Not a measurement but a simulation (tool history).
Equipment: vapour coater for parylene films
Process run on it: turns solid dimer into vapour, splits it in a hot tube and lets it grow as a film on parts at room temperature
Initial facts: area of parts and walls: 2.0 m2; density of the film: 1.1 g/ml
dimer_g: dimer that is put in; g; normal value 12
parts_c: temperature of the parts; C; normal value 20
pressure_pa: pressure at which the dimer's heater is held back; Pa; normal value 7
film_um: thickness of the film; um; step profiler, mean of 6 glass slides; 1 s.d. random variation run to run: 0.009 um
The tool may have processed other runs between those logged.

| run | hour | dimer_g | parts_c | pressure_pa | film_um |
|---|---|---|---|---|---|
| 1 | 0 | 12 | 20 | 7 | 2.573 |
|  | 29.4 | trap's valve overhauled |
| 2 | 29.4 | 12 | 20 | 7 | 2.714 |
| 3 | 64.9 | 12 | 20 | 7 | 2.72 |
| 4 | 110.9 | 12 | 22 | 7 | 2.518 |
| 5 | 140 | 12 | 22 | 7 | 2.532 |
| 6 | 188.9 | 12 | 32 | 7 | 1.797 |
| 7 | 222.3 | 12 | 32 | 7 | 1.788 |
| 8 | 244.7 | 12 | 20 | 7 | 2.708 |
| 9 | 275.5 | 12 | 20 | 7 | 2.688 |
| 10 | 316.1 | 12 | 20 | 7 | 2.684 |
| 11 | 365.5 | 12 | 15 | 7 | 3.183 |
| 12 | 388 | 12 | 15 | 7 | 3.17 |
| 13 | 425.6 | 12 | 15 | 7 | 3.157 |
| 14 | 478.6 | 12 | 15 | 7 | 3.16 |
| 15 | 520.6 | 12 | 20 | 2.87 | 3.284 |
| 16 | 549.5 | 12 | 20 | 2.87 | 3.267 |
| 17 | 577.7 | 12 | 20 | 2.55 | 3.356 |
| 18 | 616 | 12 | 20 | 2.55 | 3.375 |
| 19 | 647.7 | 12 | 31 | 2.55 | 2.31 |
| 20 | 695.4 | 12 | 20 | 7 | 2.645 |
| 21 | 736.8 | 12 | 20 | 7 | 2.647 |

The next listed run, before its measurement:
| 22 | 778.3 | 12 | 16 | 5.05 | ? |

film_um: 3.252 um
With no hidden state in the tool, this same run would have given film_um 3.365 um.
